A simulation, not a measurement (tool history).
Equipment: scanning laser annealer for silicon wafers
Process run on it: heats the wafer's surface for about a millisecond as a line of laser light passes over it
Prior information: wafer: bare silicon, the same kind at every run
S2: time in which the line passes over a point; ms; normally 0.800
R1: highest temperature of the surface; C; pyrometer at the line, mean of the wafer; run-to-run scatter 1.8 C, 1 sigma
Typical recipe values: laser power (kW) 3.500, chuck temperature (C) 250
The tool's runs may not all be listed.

Run 1, hour 0.0: usual settings. Result: R1 954 C.
Run 2, hour 11.6: usual settings but chuck temperature (C) 230. Result: R1 937 C.
Run 3, hour 22.0: usual settings but chuck temperature (C) 230. Result: R1 935 C.
Run 4, hour 28.0: usual settings but chuck temperature (C) 230. Result: R1 936 C.
Run 5, hour 32.8: usual settings but chuck temperature (C) 230. Result: R1 936 C.
Run 6, hour 42.5: usual settings but chuck temperature (C) 230. Result: R1 935 C.
Run 7, hour 51.7: usual settings but S2 0.595 ms, chuck temperature (C) 230. Result: R1 821 C.
Run 8, hour 63.3: usual settings. Result: R1 956 C.
Run 9, hour 74.9: usual settings. Result: R1 952 C.
Run 10, hour 81.1: usual settings. Result: R1 954 C.
Run 11, hour 91.6: usual settings but chuck temperature (C) 240. Result: R1 940 C.
Run 12, hour 100.0: usual settings but chuck temperature (C) 240. Result: R1 945 C.
Run 13, hour 107.3: usual settings but chuck temperature (C) 240. Result: R1 943 C.
Run 14, hour 117.7: usual settings but chuck temperature (C) 240. Result: R1 944 C.
Run 15, hour 122.6: usual settings but chuck temperature (C) 240. Result: R1 941 C.
Run 16, hour 132.4: usual settings but chuck temperature (C) 240. Result: R1 941 C.
At hour 136.2: laser's power meter calibrated.
Run 17, hour 140.2: usual settings but chuck temperature (C) 240. Result: R1 938 C.
Run 18, hour 148.3: usual settings but S2 0.589 ms, chuck temperature (C) 284. Result: R1 867 C.
Run 19, hour 156.6: usual settings but S2 0.589 ms, chuck temperature (C) 284. Result: R1 869 C.
At hour 161.2: laser's power meter calibrated, once more.
Run 20, hour 167.8: usual settings but laser power (kW) 3.173, S2 0.562 ms. Result: R1 765 C.
Run 21, hour 178.8: usual settings but laser power (kW) 3.676, S2 0.815 ms, chuck temperature (C) 233. Result: R1 981 C.
Run 22, hour 187.9: usual settings but S2 0.957 ms, chuck temperature (C) 281. Result: R1 1057 C.
Run 23, hour 198.0: usual settings but S2 0.957 ms, chuck temperature (C) 281. Result: R1 1059 C.
Run 24, hour 207.0: usual settings but laser power (kW) 3.048, S2 0.754 ms, chuck temperature (C) 269. Result: R1 854 C.
Run 25, hour 214.0: usual settings but laser power (kW) 3.048, S2 0.754 ms, chuck temperature (C) 269. Result: R1 849 C.
Run 26, hour 220.5: usual settings but laser power (kW) 3.668, S2 0.754 ms, chuck temperature (C) 224. Result: R1 931 C.
Run 27, hour 229.6: usual settings but laser power (kW) 3.681, S2 0.873 ms, chuck temperature (C) 274. Result: R1 1048 C.
Run 28, hour 240.2: usual settings but laser power (kW) 3.681, S2 0.873 ms, chuck temperature (C) 274. Result: R1 1048 C.
Run 29, hour 246.8: usual settings but laser power (kW) 3.681, S2 0.873 ms, chuck temperature (C) 274. Result: R1 1044 C.

5 ways to go on from here, each from the tool as it stands after run 29. What would each give?
Run A, hour 252.9: usual settings but laser power (kW) 3.741, S2 0.718 ms, chuck temperature (C) 227. Result: R1 ?.
Run B, hour 252.9: usual settings but laser power (kW) 3.640, S2 0.630 ms, chuck temperature (C) 218. Result: R1 ?.
Run C, hour 252.9: usual settings but laser power (kW) 3.681, S2 0.610 ms, chuck temperature (C) 237. Result: R1 ?.
Run D, hour 252.9: usual settings but laser power (kW) 3.704, S2 0.992 ms. Result: R1 ?.
Run E, hour 252.9: usual settings but chuck temperature (C) 230. Result: R1 ?.

run    R1
  A   927
  B   849
  C   863
  D  1086
  E   924
What these runs would have given with no unlogged condition in the tool:
run    R1
  A   955
  B   873
  C   887
  D  1118
  E   951
